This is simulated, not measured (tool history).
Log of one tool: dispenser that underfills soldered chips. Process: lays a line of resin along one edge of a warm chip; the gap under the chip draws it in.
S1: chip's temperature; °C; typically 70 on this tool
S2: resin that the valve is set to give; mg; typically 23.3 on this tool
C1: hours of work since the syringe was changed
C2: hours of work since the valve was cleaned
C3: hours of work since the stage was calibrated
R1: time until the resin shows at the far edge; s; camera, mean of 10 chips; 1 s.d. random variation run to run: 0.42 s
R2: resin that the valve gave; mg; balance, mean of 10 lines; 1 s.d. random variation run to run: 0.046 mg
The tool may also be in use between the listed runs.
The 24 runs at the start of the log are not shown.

run   hour  S1    S2  C1  C2   C3    R1     R2
 25  174.8  60  25.5   6  25  440  63.7  25.24
     180.3  -- new syringe of resin
 26  183.4  76  28.2   2  31  446  26.9  27.82
     192.8  -- new syringe of resin
 27  193.1  66  23.3   0  38  453  33.4  22.94
 28  203.4  66  23.3   8  46  461  60.2   22.9
     205.3  -- new syringe of resin
 29    209  67  22.3   3  50  465  38.4   21.9
 30  215.1  65  25.2   7  54  469  59.5   24.7
       218  -- new syringe of resin
 31  220.6  75  30.2   2  58  473  25.6  29.58
     230.6  -- new syringe of resin
 32  230.7  85  19.8   0  66  481    16  19.31

Alternative continuations, all from the tool just after run 32; predict every row:
  A  237.5  70  29.1   5  71  486   ?   ?
  B  237.5  70    24   5  71  486   ?   ?
  C  237.5  66  26.4   5  71  486   ?   ?
  D  237.5  70  23.7   5  71  486   ?   ?
  E  237.5  85  22.1   5  71  486   ?   ?

run    R1     R2
  A  39.4   28.4
  B  42.6  23.49
  C  47.6  25.73
  D  42.7  23.17
  E  24.3  21.55
Stripped of hidden state, with their random variation kept, the same runs would have yielded:
run    R1     R2
  A  28.3  29.12
  B  30.7  24.08
  C  34.1  26.38
  D  30.9  23.75
  E  17.3  22.09
